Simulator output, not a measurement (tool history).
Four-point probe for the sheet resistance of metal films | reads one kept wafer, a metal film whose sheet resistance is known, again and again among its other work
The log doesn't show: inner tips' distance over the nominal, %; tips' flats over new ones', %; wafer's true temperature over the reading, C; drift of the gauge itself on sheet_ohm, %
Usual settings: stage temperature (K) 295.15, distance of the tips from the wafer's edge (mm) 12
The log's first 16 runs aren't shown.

run    hour  stage temperature (K)  distance of the tips from the wafer's edge (mm)  touches since the probe head was changed  hours of work since the stage's thermometer was calibrated  sheet resistance as the instrument gives it (ohm/square)
 17  1140.1                 291.15                                               32                                     65117                                                         543                                                  0.184431
 18  1252.5                 291.15                                               32                                     67764                                                         603                                                  0.184388
 19  1365.4                 291.15                                               32                                     70422                                                         663                                                  0.184518
 20  1482.0                 293.15                                                5                                     73167                                                         724                                                  0.190758
 21  1558.9                 293.15                                                5                                     74979                                                         765                                                  0.190754
 22  1627.2                 301.15                                               16                                     76586                                                         801                                                  0.186514
 23  1697.6                 303.15                                               25                                     78243                                                         838                                                  0.186432
 24  1802.8                 295.15                                               48                                     80721                                                         894                                                  0.184983
 25  1914.8                 294.15                                               27                                     83360                                                         953                                                  0.184962
 26  2020.2                 305.15                                                4                                     85841                                                        1009                                                  0.196027
 27  2122.0                 299.15                                               14                                     88239                                                        1063                                                  0.186321
 28  2240.8                 299.15                                               14                                     91036                                                        1126                                                  0.186303
 29  2318.6                 303.15                                               17                                     92869                                                        1167                                                  0.186738
 30  2411.7                 291.15                                               36                                     95060                                                        1216                                                  0.184372
 31  2502.9                 304.15                                                4                                     97207                                                        1264                                                  0.195918
 32  2563.1                 299.15                                                4                                     98626                                                        1296                                                  0.195115
 33  2627.0                 303.15                                               16                                    100130                                                        1330                                                  0.186807
 34  2727.3                 296.15                                                7                                    102493                                                        1383                                                  0.188286
 35  2795.6                 296.15                                                7                                    104101                                                        1419                                                  0.188316
 36  2904.3                 294.15                                               12                                    106661                                                        1476                                                  0.185816
 37  2955.1                 294.15                                               17                                    107856                                                        1503                                                  0.185284
 38  3047.3                 294.15                                               17                                    110026                                                        1552                                                  0.185328

Forecast each of these 5 alternatives for the next run:
  A  3149.4                 295.15                                               20                                    112431                                                        1606                                                         ?
  B  3149.4                 301.15                                                4                                    112431                                                        1606                                                         ?
  C  3149.4                 294.15                                                6                                    112431                                                        1606                                                         ?
  D  3149.4                 296.15                                               17                                    112431                                                        1606                                                         ?
  E  3149.4                 294.15                                               29                                    112431                                                        1606                                                         ?

run  sheet resistance as the instrument gives it (ohm/square)
  A                                                  0.185307
  B                                                  0.195486
  C                                                  0.189061
  D                                                  0.185626
  E                                                  0.184950
Without the tool's hidden state the same runs would have given:
run  sheet resistance as the instrument gives it (ohm/square)
  A                                                  0.185339
  B                                                  0.195520
  C                                                  0.189094
  D                                                  0.185658
  E                                                  0.184982
